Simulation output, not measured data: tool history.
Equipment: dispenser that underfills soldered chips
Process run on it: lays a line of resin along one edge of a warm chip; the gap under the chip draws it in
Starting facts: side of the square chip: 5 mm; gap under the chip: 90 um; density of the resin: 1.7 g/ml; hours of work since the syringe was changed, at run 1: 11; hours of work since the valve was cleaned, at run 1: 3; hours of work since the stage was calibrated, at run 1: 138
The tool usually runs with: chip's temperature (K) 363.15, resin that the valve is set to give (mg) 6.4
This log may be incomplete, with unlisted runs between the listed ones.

run	hour	chip's temperature (K)	resin that the valve is set to give (mg)	hours of work since the syringe was changed	hours of work since the valve was cleaned	hours of work since the stage was calibrated	time until the resin shows at the far edge (s)	resin that the valve gave (mg)
1	0	363.15	6.4	11	3	138	14.3	6.39
# hour 0.7: new syringe of resin
2	2.9	363.15	6.4	1	4	140	5.2	6.39
3	7.4	363.15	6.4	4	7	143	8.1	6.38
4	11.9	363.15	6.4	7	10	146	9.1	6.41
5	16.9	355.15	6.4	10	13	149	17.3	6.34
# hour 18.5: new syringe of resin
6	21.2	355.15	6.4	2	16	151	7.8	6.32
7	25.2	368.15	6.4	4	18	154	5.6	6.35
8	28.5	350.15	6.4	6	21	156	16.4	6.31
9	33.9	363.15	7.73	10	24	160	11.4	7.61
# hour 36.1: new syringe of resin
10	38	363.15	6.68	1	27	162	5.7	6.53
11	43.3	363.15	5.71	5	30	165	7.1	5.59
12	47.6	363.15	5.71	7	33	168	10.2	5.6
13	50.7	363.15	6.4	9	35	170	11.7	6.23
# hour 54: new syringe of resin
14	56.2	363.15	6.4	1	38	174	6	6.22
15	61	363.15	6.4	5	41	177	7.6	6.23
16	67.1	363.15	6.4	8	45	181	10.4	6.18
# hour 71.9: new syringe of resin
17	73.6	348.15	6.4	1	49	185	11	6.15
18	77.1	348.15	6.4	3	51	187	13.1	6.14
19	80.5	349.15	6.97	5	53	189	15.7	6.68
20	86.2	351.15	5.5	9	57	193	20.2	5.25
# hour 89.8: new syringe of resin
21	92.5	358.15	6.4	2	61	196	7.3	6.12
22	95.2	356.15	8.3	3	63	198	9.3	7.89
23	98.7	356.15	8.3	6	65	200	11.2	7.87
24	104.7	373.15	6.44	10	69	204	7.4	6.07
# hour 107.6: new syringe of resin
25	107.7	360.15	6.63	0	70	206	5.9	6.25
26	111.3	368.15	6.46	2	73	208	4.6	6.1
27	116	368.15	6.46	5	76	211	6.7	6.08
28	122.3	357.15	5.94	9	80	215	15.3	5.58
# hour 125.2: new syringe of resin
29	125.7	357.15	7.51	0	82	217	6.6	7.02
30	131.9	357.15	7.51	4	86	221	9.5	7.03
31	137.6	365.15	6.36	8	89	225	9.1	5.92
32	142.4	374.15	5.4	11	93	228	8.5	5.02
# hour 143.3: new syringe of resin
33	148.3	360.15	6.34	3	96	232	7.4	5.88
34	150.9	359.15	6.5	5	98	233	9.2	5.96
# hour 152.9: dispensing valve cleaned and set on the balance
35	156.1	358.15	5.85	8	2	236	11.7	5.83

Below are 3 alternative next runs, each starting from the tool's condition after run 35. Predict each:
A	161	358.15	5.53	11	5	239	?	?
B	161	349.15	7.3	11	5	239	?	?
C	161	375.15	5.85	11	5	239	?	?

run	time until the resin shows at the far edge (s)	resin that the valve gave (mg)
A	16.3	5.55
B	25	7.29
C	7.8	5.84
The same runs, with their run-to-run variation unchanged, on a tool lacking any hidden condition would have given:
run	time until the resin shows at the far edge (s)	resin that the valve gave (mg)
A	6.6	5.58
B	10.2	7.32
C	3.2	5.87

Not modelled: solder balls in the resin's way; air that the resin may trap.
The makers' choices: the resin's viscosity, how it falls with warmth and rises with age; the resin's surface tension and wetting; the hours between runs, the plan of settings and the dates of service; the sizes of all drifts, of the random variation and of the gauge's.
